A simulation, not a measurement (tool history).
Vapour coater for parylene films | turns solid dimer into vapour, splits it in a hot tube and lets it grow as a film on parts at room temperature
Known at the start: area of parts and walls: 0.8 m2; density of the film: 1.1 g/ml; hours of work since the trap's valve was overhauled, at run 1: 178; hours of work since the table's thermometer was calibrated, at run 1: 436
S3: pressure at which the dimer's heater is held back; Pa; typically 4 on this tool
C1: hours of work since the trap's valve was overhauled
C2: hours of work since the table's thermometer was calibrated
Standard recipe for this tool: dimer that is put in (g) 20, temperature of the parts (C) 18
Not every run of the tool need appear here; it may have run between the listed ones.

Run 1, hour 0: usual settings; C1 178; C2 436. Result: thickness of the film (um) 16.14.
Run 2, hour 48.8: usual settings; C1 212; C2 470. Result: thickness of the film (um) 16.19.
Run 3, hour 107.6: usual settings; C1 252; C2 510. Result: thickness of the film (um) 16.05.
Run 4, hour 165.3: usual settings but S3 5.33 Pa; C1 292; C2 550. Result: thickness of the film (um) 15.5.
Run 5, hour 202.1: usual settings but S3 5.33 Pa; C1 317; C2 575. Result: thickness of the film (um) 15.36.
Run 6, hour 235.6: usual settings but S3 5.33 Pa; C1 340; C2 599. Result: thickness of the film (um) 15.47.
Run 7, hour 295.1: usual settings but S3 5.33 Pa; C1 381; C2 640. Result: thickness of the film (um) 15.46.
Run 8, hour 348.9: usual settings but temperature of the parts (C) 13, S3 5.33 Pa; C1 418; C2 677. Result: thickness of the film (um) 17.96.
Run 9, hour 407.5: usual settings but temperature of the parts (C) 13, S3 5.33 Pa; C1 459; C2 717. Result: thickness of the film (um) 18.03.
Run 10, hour 447.2: usual settings but S3 8.97 Pa; C1 486; C2 744. Result: thickness of the film (um) 14.37.
Run 11, hour 477: usual settings but S3 2.9 Pa; C1 507; C2 765. Result: thickness of the film (um) 16.85.
At hour 512.4: trap's valve overhauled.
Run 12, hour 538.4: usual settings but S3 2.9 Pa; C1 18; C2 804. Result: thickness of the film (um) 16.82.
Run 13, hour 604.2: usual settings but temperature of the parts (C) 20; C1 63; C2 850. Result: thickness of the film (um) 15.16.
Run 14, hour 670: usual settings but temperature of the parts (C) 20; C1 109; C2 895. Result: thickness of the film (um) 15.21.
Run 15, hour 726.6: usual settings but temperature of the parts (C) 20; C1 148; C2 934. Result: thickness of the film (um) 15.17.
At hour 743.7: table's thermometer calibrated.
Run 16, hour 789.7: usual settings but S3 2.72 Pa; C1 190; C2 32. Result: thickness of the film (um) 17.06.

What will run 17 give?
Run 17, hour 842.3: usual settings but S3 2.72 Pa; C1 227; C2 68. Result: thickness of the film (um) ?.

{"run 17": {"thickness of the film (um)": 16.95}}
On a tool with no hidden condition, and with the same random variation, this run would have come out at thickness of the film (um) 16.96.
